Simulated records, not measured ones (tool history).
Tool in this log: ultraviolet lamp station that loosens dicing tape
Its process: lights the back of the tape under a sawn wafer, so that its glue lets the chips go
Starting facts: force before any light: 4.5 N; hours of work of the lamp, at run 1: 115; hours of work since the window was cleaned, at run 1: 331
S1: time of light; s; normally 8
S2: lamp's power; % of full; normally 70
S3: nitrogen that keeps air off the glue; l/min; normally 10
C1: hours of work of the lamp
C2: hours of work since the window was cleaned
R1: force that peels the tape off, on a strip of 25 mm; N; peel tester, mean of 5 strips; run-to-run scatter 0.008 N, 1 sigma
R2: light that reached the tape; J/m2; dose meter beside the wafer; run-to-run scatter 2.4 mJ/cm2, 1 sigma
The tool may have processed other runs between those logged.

run   hour  S1  S2  S3   C1   C2     R1    R2
  1    0.0   8  70  10  115  331  0.392  2440
  2    9.3   8  70  10  119  335  0.377  2410
  3   18.3   8  70  10  124  340  0.386  2410
  4   22.6   8  70  10  126  342  0.373  2370
  5   29.9   8  70  10  130  346  0.389  2380
  6   37.1   8  70  10  133  349  0.377  2410
  7   44.7   8  70  10  137  353  0.382  2400
  8   54.1   8  70   6  142  358  0.509  2350
  9   61.1   8  70   6  146  362  0.509  2390
 10   71.3   8  70   6  151  367  0.518  2330
 11   77.0   8  70   6  154  370  0.525  2340
 12   87.3  10  70   6  159  375  0.368  2940
 13   97.0  10  70   6  164  380  0.370  2930
 14  106.4   8  70  10  169  385  0.392  2350
 15  115.9   8  70  10  173  389  0.407  2350
 16  125.3   8  70  10  178  394  0.405  2290
 17  131.6   6  70  10  181  397  0.638  1700
     133.0  -- window cleaned of glue's vapour
 18  141.9   6  76  10  186    5  0.605  1830
 19  150.2   6  76  10  191    9  0.618  1750
 20  157.2   5  70  10  194   12  0.929  1390
 21  165.3   8  72   4  198   16  0.695  2230
 22  170.1   8  73   9  201   19  0.444  2240
 23  176.9   7  73   9  204   22  0.541  1980
     179.5  -- window cleaned of glue's vapour, once more
 24  181.7   7  73   9  206    1  0.422  2240
 25  187.8   7  73   9  209    4  0.454  2220
 26  196.4   8  70   7  214    9  0.428  2430
 27  202.6   8  70   7  217   12  0.446  2430
 28  207.9   6  70  10  220   14  0.600  1810
 29  212.8   8  97  14  222   17  0.225  3380
 30  217.2   8  97  14  224   19  0.230  3370
 31  223.6   8  97  14  228   22  0.230  3400
 32  230.1   8  92   6  231   26  0.319  3220

Forecast each of these 4 alternatives for the next run:
  A  238.1   8  70  10  235  30   ?   ?
  B  238.1   8  92   8  235  30   ?   ?
  C  238.1   8  92  11  235  30   ?   ?
  D  238.1  14  96  16  235  30   ?   ?

run     R1    R2
  A  0.385  2380
  B  0.288  3140
  C  0.252  3220
  D  0.190  5820
What these runs would have given with no unlogged condition in the tool:
run     R1    R2
  A  0.323  2690
  B  0.252  3540
  C  0.225  3620
  D  0.190  6570
